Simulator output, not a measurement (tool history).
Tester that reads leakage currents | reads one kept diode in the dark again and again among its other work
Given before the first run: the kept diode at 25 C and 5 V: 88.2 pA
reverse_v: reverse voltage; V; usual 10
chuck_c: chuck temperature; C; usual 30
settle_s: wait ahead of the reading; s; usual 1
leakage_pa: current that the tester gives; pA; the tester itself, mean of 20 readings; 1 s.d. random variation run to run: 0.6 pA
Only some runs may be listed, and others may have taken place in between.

run,hour,reverse_v,chuck_c,settle_s,leakage_pa
1,0,10,30,1,220.52
# hour 114.3: tester calibrated
2,222.5,12,30,1,250.44
# hour 480.8: chuck's temperature calibrated
3,480.8,12,30,0.68,220.52
4,683.1,10,30,2.91,200.93
5,930.8,10,30,2.91,205.28
6,1123,10,30,2.91,205.9
7,1348.2,10,30,7.17,208.85
8,1591.3,10,30,1,213.16
9,1824.1,10,30,1,215.25
10,1944,10,30,1,217.39
11,2169.5,10,30,1,219.93
12,2433.6,10,42,1,643.12
13,2658,10,30,1.9,224.52
14,2851.8,9.2,30,1.9,218.08
15,2989.2,10,30,1,229.83
16,3126.1,10,30,1,229.95
17,3315.3,10,30,1,233.74
18,3442.6,10,30,0.83,236.78
19,3597.8,10,30,0.83,236.38
# hour 3685.2: probe card cleaned and baked
20,3797.3,10,30,9.16,230.83
# hour 3831.9: chuck's temperature calibrated
21,3913.3,10,30,9.16,194.6
22,4175.2,10,30,9.16,198.49
23,4294.3,10,30,9.16,199.66
24,4469.9,5.6,30,0.54,155.55
25,4643.5,6.9,30,5.37,170.23
26,4806.6,1.6,30,0.65,87.35
27,4939.7,1.6,30,0.65,87.4
# hour 5051.5: tester calibrated
28,5127.2,6.5,59,0.43,2102.89
29,5368.9,6.5,59,0.43,2112.03
30,5499.6,2.7,30,1,118.13
31,5706.5,2.7,21,6.7,50.45
32,5963.8,10,21,2.24,96.71
33,6202.7,6.2,36,1.33,312.28
34,6417.9,19.5,30,1,317.08
35,6666.4,10,23,0.31,128.14
36,6824.1,6,30,1,185.15
37,6994.1,2.6,47,1.46,551.08
38,7113.9,2.6,47,1.46,556.62
# hour 7170.4: chuck's temperature calibrated
39,7343.6,4.3,43,0.56,432.93

What would each run have given without the hidden state, its run-to-run variation left as it was?
Hidden state at play: stray current of the dirty probe card, pA a volt; current scale over the true one, %; true chuck temperature over the reading, C; drift of the gauge itself on leakage_pa, %.
run,leakage_pa
1,199.09
2,217.81
3,218.69
4,197.15
5,199
6,197.48
7,197.72
8,199.28
9,198.88
10,199.56
11,199.46
12,587.62
13,198.4
14,191.13
15,199.98
16,198.63
17,199.96
18,201.28
19,199.43
20,197.88
21,196.75
22,197.95
23,197.87
24,153.08
25,165.85
26,84.69
27,84.2
28,1982.37
29,1973.81
30,107.64
31,44.73
32,83.05
33,276.59
34,271.91
35,107.53
36,157.45
37,478.8
38,481.13
39,433.65

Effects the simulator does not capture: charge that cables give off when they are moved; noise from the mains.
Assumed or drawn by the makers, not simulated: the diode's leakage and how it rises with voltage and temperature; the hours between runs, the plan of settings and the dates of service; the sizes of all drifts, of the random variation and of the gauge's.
